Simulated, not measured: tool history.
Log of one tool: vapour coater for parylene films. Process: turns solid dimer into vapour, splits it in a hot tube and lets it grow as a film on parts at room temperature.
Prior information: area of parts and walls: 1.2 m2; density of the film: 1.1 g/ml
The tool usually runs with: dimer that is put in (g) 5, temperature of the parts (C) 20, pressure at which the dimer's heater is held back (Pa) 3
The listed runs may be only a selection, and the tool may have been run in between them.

run    hour  dimer that is put in (g)  temperature of the parts (C)  pressure at which the dimer's heater is held back (Pa)  thickness of the film (µm)
  1       0                         5                            20                                                       3                        2.59
  2    55.8                         5                            20                                                       3                        2.58
  3    83.8                         5                            20                                                     2.1                        2.73
  4   136.4                         5                            20                                                       3                        2.52
  5   186.5                         5                            20                                                       3                        2.45
  6   241.8                         5                            20                                                       3                        2.45
  7   287.1                         5                            20                                                       3                        2.39
  8   323.9                         5                            20                                                       3                        2.44
  9   363.4                         5                            20                                                   10.72                        1.84
      373.4  -- trap's valve overhauled
 10   406.4                         5                            20                                                    4.57                        2.51
 11   454.5                         5                            20                                                    4.57                        2.47
 12   512.1                         5                            20                                                    4.57                        2.44
 13   554.4                         3                            20                                                       3                        1.61
 14   601.5                         8                            13                                                     2.6                        5.51
 15   634.9                         8                            13                                                     2.6                        5.52
 16   690.9                         8                            13                                                     2.6                        5.41
 17   743.7                         9                            29                                                    4.74                        3.06
 18   785.5                         4                            18                                                     3.7                        2.08
 19   845.2                         4                            18                                                     3.7                        2.02
 20   880.3                         9                            24                                                     3.7                        3.74
 21   935.9                         9                            24                                                     3.7                        3.68
 22   964.9                         6                            19                                                     3.7                        2.86
 23   999.6                         6                            19                                                     3.7                        2.92
 24  1033.9                         6                            19                                                     3.7                        2.82
     1069.3  -- trap's valve overhauled
 25  1073.7                         3                            27                                                    3.29                        1.28
 26    1129                         3                            16                                                    6.16                        1.62

What if the next run were any one of these 5? Each begins from the tool's condition after run 26:
  A  1190.5                         5                            18                                                    4.89                           ?
  B  1190.5                         7                            31                                                    4.76                           ?
  C  1190.5                         5                            29                                                    8.16                           ?
  D  1190.5                         8                            16                                                    6.16                           ?
  E  1190.5                         3                            22                                                    4.58                           ?

run  thickness of the film (µm)
  A                        2.59
  B                        2.36
  C                        1.58
  D                        4.22
  E                        1.41
Had the tool no hidden state, the same runs would have come out as:
run  thickness of the film (µm)
  A                        2.72
  B                        2.48
  C                        1.66
  D                        4.44
  E                        1.48
